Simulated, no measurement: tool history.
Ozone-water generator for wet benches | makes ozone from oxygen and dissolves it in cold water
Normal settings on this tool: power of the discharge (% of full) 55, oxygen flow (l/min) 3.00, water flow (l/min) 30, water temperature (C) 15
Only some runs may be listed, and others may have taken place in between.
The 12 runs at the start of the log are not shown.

run	hour	power of the discharge (% of full)	oxygen flow (l/min)	water flow (l/min)	water temperature (C)	hours of work since the electrodes were changed	hours of work since the contactor was cleaned	hours of work since the thermometer was calibrated	dissolved ozone (ppm)	ozone in the gas ahead of the water (g/m3)
13	302.2	55	3.00	30	15	785	3445	727	9.07	148.1
14	322.0	66	3.00	30	15	797	3457	739	10.34	175.4
15	356.2	55	3.00	30	7	819	3479	761	9.44	149.7
16	387.1	55	4.36	30	7	838	3499	780	10.16	122.1
17	401.8	55	4.36	30	7	848	3508	790	10.12	120.7
# hour 424.0: contactor cleaned
18	427.5	55	2.08	30	7	862	2	804	8.85	185.4
19	462.3	51	4.29	30	12	884	24	826	9.40	115.8
20	481.5	51	4.29	30	12	896	37	838	9.67	114.1
21	498.8	55	1.72	25	15	907	47	849	10.02	206.5
22	515.5	55	1.72	25	15	917	58	859	9.91	205.1
23	540.8	55	3.62	40	15	934	74	876	7.05	135.2
24	565.7	55	3.62	40	15	949	90	891	7.15	134.2
25	580.2	78	2.82	36	22	959	99	901	9.51	205.9
26	612.2	78	2.82	36	22	979	120	921	9.48	205.7

Estimate the outcome of run 27 from the log above:
27	638.4	78	2.82	36	22	996	136	938	?	?

Run 27 gave dissolved ozone (ppm) 9.57, ozone in the gas ahead of the water (g/m3) 204.0.
Without the tool's hidden state the same run would have given dissolved ozone (ppm) 9.73, ozone in the gas ahead of the water (g/m3) 206.1.
